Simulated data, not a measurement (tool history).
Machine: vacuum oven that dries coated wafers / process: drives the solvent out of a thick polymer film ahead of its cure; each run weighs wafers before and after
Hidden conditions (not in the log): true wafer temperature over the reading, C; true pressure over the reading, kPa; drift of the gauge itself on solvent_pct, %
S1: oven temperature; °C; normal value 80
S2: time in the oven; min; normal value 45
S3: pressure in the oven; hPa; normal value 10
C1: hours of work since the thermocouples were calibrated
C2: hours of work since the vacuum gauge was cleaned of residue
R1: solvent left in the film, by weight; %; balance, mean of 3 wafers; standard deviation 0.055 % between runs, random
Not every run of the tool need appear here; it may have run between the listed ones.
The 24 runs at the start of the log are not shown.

run 25 hour=1121.2 | S1=80 S2=60 S3=21.6 | C1=1001 C2=2446 | R1=6.2
run 26 hour=1150.1 | S1=89 S2=60 S3=21.6 | C1=1022 C2=2467 | R1=4.28
-- hour=1183.3 oven's thermocouples calibrated
run 27 hour=1211.8 | S1=89 S2=60 S3=21.6 | C1=21 C2=2512 | R1=4.38
run 28 hour=1253.3 | S1=66 S2=40 S3=29.5 | C1=52 C2=2543 | R1=14.19
run 29 hour=1298.8 | S1=89 S2=54 S3=7.7 | C1=86 C2=2576 | R1=2.58
run 30 hour=1346.5 | S1=89 S2=54 S3=7.7 | C1=121 C2=2612 | R1=2.53
run 31 hour=1385.2 | S1=69 S2=37 S3=12.6 | C1=150 C2=2641 | R1=8.65
run 32 hour=1428.2 | S1=83 S2=23 S3=10 | C1=182 C2=2672 | R1=4.8
run 33 hour=1487.3 | S1=83 S2=23 S3=10 | C1=226 C2=2716 | R1=4.74
run 34 hour=1556.6 | S1=80 S2=23 S3=18.3 | C1=277 C2=2768 | R1=7.1
-- hour=1588.9 vacuum gauge cleaned of residue and calibrated
run 35 hour=1624.2 | S1=87 S2=64 S3=6.2 | C1=326 C2=26 | R1=0.87
run 36 hour=1655.6 | S1=69 S2=38 S3=7.2 | C1=350 C2=50 | R1=4.36
run 37 hour=1707.1 | S1=92 S2=73 S3=8.9 | C1=388 C2=88 | R1=1.1
run 38 hour=1753.2 | S1=78 S2=61 S3=37.6 | C1=422 C2=122 | R1=7.97
run 39 hour=1796 | S1=83 S2=47 S3=10 | C1=454 C2=154 | R1=1.88
run 40 hour=1844.9 | S1=83 S2=33 S3=10.7 | C1=490 C2=190 | R1=2.53
run 41 hour=1885.9 | S1=68 S2=35 S3=16.9 | C1=521 C2=221 | R1=7.48
run 42 hour=1926.7 | S1=68 S2=35 S3=16.9 | C1=551 C2=251 | R1=7.59
run 43 hour=1990.8 | S1=68 S2=35 S3=16.9 | C1=599 C2=299 | R1=7.52
run 44 hour=2057.8 | S1=80 S2=35 S3=10 | C1=649 C2=348 | R1=2.81
run 45 hour=2102.2 | S1=83 S2=45 S3=21.7 | C1=682 C2=381 | R1=4.14
run 46 hour=2169.1 | S1=79 S2=64 S3=5.6 | C1=731 C2=431 | R1=1.62
run 47 hour=2236.9 | S1=71 S2=64 S3=18.1 | C1=782 C2=481 | R1=5.9
run 48 hour=2293.3 | S1=67 S2=59 S3=9 | C1=824 C2=523 | R1=4.7

Here are 3 independent what-if runs from the current tool condition. What would each one return?
run A hour=2355.7 | S1=80 S2=25 S3=10 | C1=870 C2=570 | R1=?
run B hour=2355.7 | S1=83 S2=59 S3=9 | C1=870 C2=570 | R1=?
run C hour=2355.7 | S1=80 S2=32 S3=10 | C1=870 C2=570 | R1=?

run=A R1=3.68
run=B R1=1.91
run=C R1=3.1
Stripped of hidden state, with their random variation kept, the same runs would have yielded:
run=A R1=3.58
run=B R1=1.61
run=C R1=2.93
